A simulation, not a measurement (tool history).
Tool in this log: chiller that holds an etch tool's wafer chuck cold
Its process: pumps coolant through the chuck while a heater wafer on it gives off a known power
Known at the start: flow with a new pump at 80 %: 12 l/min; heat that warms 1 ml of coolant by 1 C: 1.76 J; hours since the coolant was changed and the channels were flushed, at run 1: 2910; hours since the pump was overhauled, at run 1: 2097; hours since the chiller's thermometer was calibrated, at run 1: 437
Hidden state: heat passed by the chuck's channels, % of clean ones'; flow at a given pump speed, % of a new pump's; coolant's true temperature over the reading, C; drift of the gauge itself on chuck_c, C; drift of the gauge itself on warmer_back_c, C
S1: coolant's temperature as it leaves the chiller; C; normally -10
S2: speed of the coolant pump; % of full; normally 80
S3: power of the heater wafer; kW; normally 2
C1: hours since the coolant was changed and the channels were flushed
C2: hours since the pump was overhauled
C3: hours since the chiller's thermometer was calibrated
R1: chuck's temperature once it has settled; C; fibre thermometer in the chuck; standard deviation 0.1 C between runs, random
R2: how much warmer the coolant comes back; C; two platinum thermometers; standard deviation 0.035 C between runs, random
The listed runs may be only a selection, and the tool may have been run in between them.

run 1 day=0 | S1=-10 S2=80 S3=2 | C1=2910 C2=2097 C3=437 | R1=3.6 R2=5.78
run 2 day=2.812 | S1=-10 S2=80 S3=2 | C1=2977 C2=2164 C3=504 | R1=3.5 R2=5.73
run 3 day=5.2 | S1=-10 S2=99 S3=2 | C1=3034 C2=2222 C3=562 | R1=2.1 R2=4.67
run 4 day=7.812 | S1=-10 S2=99 S3=2 | C1=3097 C2=2284 C3=624 | R1=2 R2=4.7
run 5 day=10.45 | S1=-10 S2=99 S3=2 | C1=3160 C2=2348 C3=688 | R1=2.4 R2=4.7
run 6 day=12.012 | S1=-10 S2=80 S3=1.522 | C1=3198 C2=2385 C3=725 | R1=0.3 R2=4.46
run 7 day=13.325 | S1=-10 S2=80 S3=2 | C1=3229 C2=2417 C3=757 | R1=3.7 R2=5.78
run 8 day=15.858 | S1=-10 S2=80 S3=2 | C1=3290 C2=2478 C3=817 | R1=3.8 R2=5.76
run 9 day=18.396 | S1=-9 S2=80 S3=2 | C1=3351 C2=2538 C3=878 | R1=4.9 R2=5.77
run 10 day=21.2 | S1=-9 S2=83 S3=2 | C1=3418 C2=2606 C3=946 | R1=4.7 R2=5.6
run 11 day=22.583 | S1=-9 S2=83 S3=2 | C1=3452 C2=2639 C3=979 | R1=4.7 R2=5.62
run 12 day=24.288 | S1=-20 S2=83 S3=1.169 | C1=3493 C2=2680 C3=1020 | R1=-11.9 R2=3.26
run 13 day=27 | S1=-16 S2=62 S3=1.169 | C1=3558 C2=2745 C3=1085 | R1=-6.6 R2=4.33
run 14 day=29.425 | S1=-16 S2=62 S3=1.169 | C1=3616 C2=2803 C3=1143 | R1=-6.3 R2=4.34
run 15 day=31.029 | S1=-7 S2=62 S3=1.03 | C1=3654 C2=2842 C3=1181 | R1=1.3 R2=3.83
run 16 day=32.788 | S1=-7 S2=71 S3=1.117 | C1=3697 C2=2884 C3=1224 | R1=1.5 R2=3.65
run 17 day=34.888 | S1=-4 S2=63 S3=2.655 | C1=3747 C2=2934 C3=1274 | R1=17.1 R2=9.87
run 18 day=36.988 | S1=-10 S2=72 S3=2 | C1=3797 C2=2985 C3=1324 | R1=4.9 R2=6.49
run 19 day=38.571 | S1=-4 S2=96 S3=2.655 | C1=3835 C2=3023 C3=1362 | R1=12.8 R2=6.49
run 20 day=40.55 | S1=-4 S2=96 S3=2.655 | C1=3883 C2=3070 C3=1410 | R1=13 R2=6.53

Selected run-to-run steps in R1, each split into two signed amounts: the part the tool would show with no hidden state at all (from settings, incoming material and random variation), and the remainder, which goes to the hidden state together with any gauge scatter not common to the measured and the hidden-state-free results:
Run 11 -> 12: S1 -9 -> -20, S3 2 -> 1.169. R1 -16.6 C: hidden state -0.4, all else -16.2.
Run 16 -> 17: S1 -7 -> -4, S2 71 -> 63, S3 1.117 -> 2.655. R1 +15.6 C: hidden state +1.1, all else +14.5.
Run 17 -> 18: S1 -4 -> -10, S2 63 -> 72, S3 2.655 -> 2. R1 -12.2 C: hidden state -0.5, all else -11.7.

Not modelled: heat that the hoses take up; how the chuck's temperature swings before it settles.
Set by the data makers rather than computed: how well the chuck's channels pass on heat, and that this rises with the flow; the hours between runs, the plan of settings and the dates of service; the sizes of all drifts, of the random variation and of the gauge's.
